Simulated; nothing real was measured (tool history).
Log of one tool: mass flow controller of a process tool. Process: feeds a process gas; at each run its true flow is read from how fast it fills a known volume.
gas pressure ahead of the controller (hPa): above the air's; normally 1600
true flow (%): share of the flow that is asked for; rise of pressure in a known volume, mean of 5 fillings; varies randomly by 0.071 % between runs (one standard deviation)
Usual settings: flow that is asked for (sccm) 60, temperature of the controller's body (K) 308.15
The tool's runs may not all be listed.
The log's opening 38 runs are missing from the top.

| run | hour | flow that is asked for (sccm) | gas pressure ahead of the controller (hPa) | temperature of the controller's body (K) | true flow (%) |
|---|---|---|---|---|---|
| 39 | 10190.1 | 21 | 2530 | 304.15 | 99.47 |
| 40 | 10548.0 | 21 | 2530 | 300.15 | 99.19 |
| 41 | 10811.0 | 147 | 1600 | 304.15 | 99.93 |
| 42 | 11044.1 | 89 | 2720 | 298.15 | 99.57 |
| 43 | 11243.8 | 89 | 2720 | 298.15 | 99.37 |
| 44 | 11444.8 | 89 | 2720 | 298.15 | 99.41 |
| 45 | 11620.3 | 60 | 1970 | 300.15 | 99.22 |
| 46 | 11973.9 | 60 | 1970 | 300.15 | 99.10 |
| 47 | 12140.6 | 40 | 1970 | 301.15 | 99.06 |

Consider 5 possible next runs. They are alternatives, not a sequence: every one starts from the tool as it was left by run 47. What does each give?
| A | 12410.3 | 60 | 2090 | 303.15 | ? |
| B | 12410.3 | 40 | 2670 | 296.15 | ? |
| C | 12410.3 | 63 | 2680 | 309.15 | ? |
| D | 12410.3 | 150 | 1970 | 301.15 | ? |
| E | 12410.3 | 34 | 2460 | 313.15 | ? |

| run | true flow (%) |
|---|---|
| A | 99.34 |
| B | 98.88 |
| C | 99.82 |
| D | 99.57 |
| E | 99.79 |
Take away the tool's hidden state, keep each run's random variation, and the runs would have read:
| run | true flow (%) |
|---|---|
| A | 99.73 |
| B | 99.28 |
| C | 100.22 |
| D | 99.96 |
| E | 100.18 |
